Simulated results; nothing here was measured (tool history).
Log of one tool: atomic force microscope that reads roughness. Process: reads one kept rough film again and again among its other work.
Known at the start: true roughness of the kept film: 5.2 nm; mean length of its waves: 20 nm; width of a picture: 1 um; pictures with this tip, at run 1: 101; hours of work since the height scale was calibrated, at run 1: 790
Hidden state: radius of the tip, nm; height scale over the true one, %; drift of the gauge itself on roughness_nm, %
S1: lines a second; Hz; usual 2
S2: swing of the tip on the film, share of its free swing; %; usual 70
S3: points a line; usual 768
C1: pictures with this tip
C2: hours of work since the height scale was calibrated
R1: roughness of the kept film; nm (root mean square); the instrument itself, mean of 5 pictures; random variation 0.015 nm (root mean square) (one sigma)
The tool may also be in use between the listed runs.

| run | hour | S1 | S2 | S3 | C1 | C2 | R1 |
|---|---|---|---|---|---|---|---|
| 1 | 0 | 2 | 70 | 768 | 101 | 790 | 2.254 |
|  | 6.6 | new tip fitted |
| 2 | 63.8 | 2 | 70 | 768 | 110 | 840 | 2.317 |
|  | 70.7 | new tip fitted |
| 3 | 109 | 2 | 70 | 768 | 74 | 875 | 2.493 |
|  | 132 | new tip fitted |
| 4 | 159.4 | 2 | 70 | 768 | 52 | 914 | 2.735 |
|  | 196 | new tip fitted |
| 5 | 233.5 | 2 | 73 | 768 | 72 | 972 | 2.434 |
|  | 254.5 | new tip fitted |
|  | 318.4 | new tip fitted |
| 6 | 319 | 2 | 73 | 768 | 1 | 1039 | 3.37 |
|  | 377.4 | new tip fitted |
| 7 | 393.4 | 2 | 70 | 768 | 31 | 1097 | 2.988 |
|  | 437.2 | new tip fitted |
| 8 | 446.8 | 2 | 70 | 768 | 19 | 1138 | 3.14 |
| 9 | 493 | 0.57 | 63 | 328 | 107 | 1175 | 2.447 |
|  | 501.7 | new tip fitted |
| 10 | 539.9 | 0.57 | 63 | 328 | 74 | 1211 | 2.568 |
|  | 566.8 | new tip fitted |
|  | 601.5 | height scale calibrated on a step standard |
| 11 | 620.3 | 0.57 | 63 | 328 | 101 | 15 | 2.523 |
|  | 629.3 | new tip fitted |
|  | 689.5 | new tip fitted |
| 12 | 704.6 | 1.92 | 70 | 822 | 29 | 80 | 3.067 |
|  | 750.4 | new tip fitted |
| 13 | 783.6 | 0.73 | 76 | 930 | 64 | 142 | 2.767 |
|  | 809.3 | new tip fitted |
| 14 | 830.6 | 1.28 | 69 | 768 | 41 | 179 | 3.014 |
|  | 870.3 | new tip fitted |
| 15 | 903.6 | 2.63 | 70 | 524 | 64 | 236 | 2.578 |
|  | 929.9 | new tip fitted |
| 16 | 953.2 | 1.18 | 70 | 293 | 45 | 274 | 2.885 |

Forecast each of these 4 alternatives for the next run:
|  | 992.8 | new tip fitted |
| A | 1033.9 | 0.62 | 65 | 740 | 79 | 337 | ? |
|  | 992.8 | new tip fitted |
| B | 1033.9 | 2 | 90 | 503 | 79 | 337 | ? |
|  | 992.8 | new tip fitted |
| C | 1033.9 | 1.42 | 70 | 820 | 79 | 337 | ? |
|  | 992.8 | new tip fitted |
| D | 1033.9 | 0.54 | 70 | 708 | 79 | 337 | ? |

| run | R1 |
|---|---|
| A | 2.683 |
| B | 2.242 |
| C | 2.573 |
| D | 2.674 |
Without the tool's hidden state the same runs would have given:
| run | R1 |
|---|---|
| A | 3.74 |
| B | 3.124 |
| C | 3.586 |
| D | 3.726 |

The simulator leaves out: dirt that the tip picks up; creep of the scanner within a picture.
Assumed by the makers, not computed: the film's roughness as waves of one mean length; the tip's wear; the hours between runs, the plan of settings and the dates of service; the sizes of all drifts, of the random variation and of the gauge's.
